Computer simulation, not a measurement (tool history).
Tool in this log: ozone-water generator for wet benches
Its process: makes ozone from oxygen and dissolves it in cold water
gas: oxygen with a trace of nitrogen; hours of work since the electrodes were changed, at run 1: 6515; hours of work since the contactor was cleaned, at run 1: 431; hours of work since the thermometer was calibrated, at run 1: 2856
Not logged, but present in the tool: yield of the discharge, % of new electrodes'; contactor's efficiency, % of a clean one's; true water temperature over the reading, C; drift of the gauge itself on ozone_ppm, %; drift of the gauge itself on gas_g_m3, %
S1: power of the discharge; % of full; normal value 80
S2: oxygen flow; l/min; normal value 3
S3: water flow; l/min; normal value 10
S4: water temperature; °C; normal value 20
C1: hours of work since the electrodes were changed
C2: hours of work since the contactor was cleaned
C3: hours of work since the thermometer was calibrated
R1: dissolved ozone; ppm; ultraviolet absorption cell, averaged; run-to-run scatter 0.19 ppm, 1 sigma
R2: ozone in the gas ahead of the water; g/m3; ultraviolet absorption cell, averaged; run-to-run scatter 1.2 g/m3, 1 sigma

run	hour	S1	S2	S3	S4	C1	C2	C3	R1	R2
1	0	80	3	10	20	6515	431	2856	27.4	220.7
2	101.2	80	3	10	20	6604	521	2945	27.9	220.9
3	293.3	80	3	10	20	6774	690	3115	27.6	218
4	397.2	80	3.15	10	20	6865	782	3207	27.3	211.9
5	552.1	71	3.15	10	20	7002	919	3343	25.6	195.5
6	704.6	80	3.95	10	20	7137	1053	3478	26.2	183
7	827.3	80	3.95	10	20	7245	1162	3586	26	181.1
8	960.4	80	3.95	10	20	7362	1279	3704	25.7	183.2
9	1152.6	80	3	10	20	7532	1449	3873	27.7	221.9
10	1240.9	80	4.6	10	20	7610	1526	3951	25.2	163.7
11	1399.5	80	4.58	10	20	7750	1667	4091	24.9	164.6
12	1564.2	80	3	10	27	7895	1812	4236	24.7	219.1
13	1722.5	80	3	10	27	8035	1952	4376	24.6	219
# hour 1756.8: water thermometer calibrated
14	1860.3	80	3	10	27	8156	2073	91	24.5	220.3
15	2007.5	80	3	6	20	8286	2203	221	37.1	219.6
16	2112.5	80	3.99	10	20	8379	2295	314	26.3	181.2
17	2285.7	80	3.99	10	20	8531	2448	467	26.1	182.6
18	2419.8	58	3	8	27	8650	2566	585	22.7	177.6
19	2505.8	58	3	8	27	8726	2642	661	22.6	177.4
20	2677.4	80	4.03	6	19	8877	2794	812	33.6	180
21	2787.7	80	4.03	6	19	8974	2891	910	34.6	178.8
22	2985.5	80	5.32	6	19	9149	3066	1084	30.7	149.3
23	3075.3	62	5.32	7	16	9228	3145	1163	26.3	126.6
24	3265.5	62	5.32	7	16	9396	3313	1331	26.4	127.8
25	3354.3	74	3	10	16	9474	3391	1410	28.1	208.9
26	3457.1	74	4.86	12	15	9565	3482	1500	23.1	150.4
27	3604.7	74	4.86	12	15	9695	3612	1631	23.1	151.7
28	3808	74	4.86	12	15	9875	3791	1810	23.4	151.1
29	3942	80	3	10	28	9993	3910	1928	24.3	220.5
30	4088.3	80	1.57	13	13	10122	4039	2057	25	334.9
31	4216.7	42	2.07	12	16	10235	4152	2171	17.4	184.6
32	4391.4	81	1.58	15	12	10390	4306	2325	22.3	342.6

Branching from run 32: 4 alternative next runs. What would each branch give?
A	4490	80	3	11	21	10477	4393	2412	?	?
B	4490	55	1.58	7	24	10477	4393	2412	?	?
C	4490	48	3.31	11	20	10477	4393	2412	?	?
D	4490	81	1.58	8	12	10477	4393	2412	?	?

run	R1	R2
A	25.6	218.5
B	28.6	264.4
C	18.2	146.3
D	38.5	340.8
What these runs would have given with no unlogged condition in the tool:
run	R1	R2
A	25.6	218.8
B	28.6	264.7
C	18.2	146.5
D	38.6	341.2

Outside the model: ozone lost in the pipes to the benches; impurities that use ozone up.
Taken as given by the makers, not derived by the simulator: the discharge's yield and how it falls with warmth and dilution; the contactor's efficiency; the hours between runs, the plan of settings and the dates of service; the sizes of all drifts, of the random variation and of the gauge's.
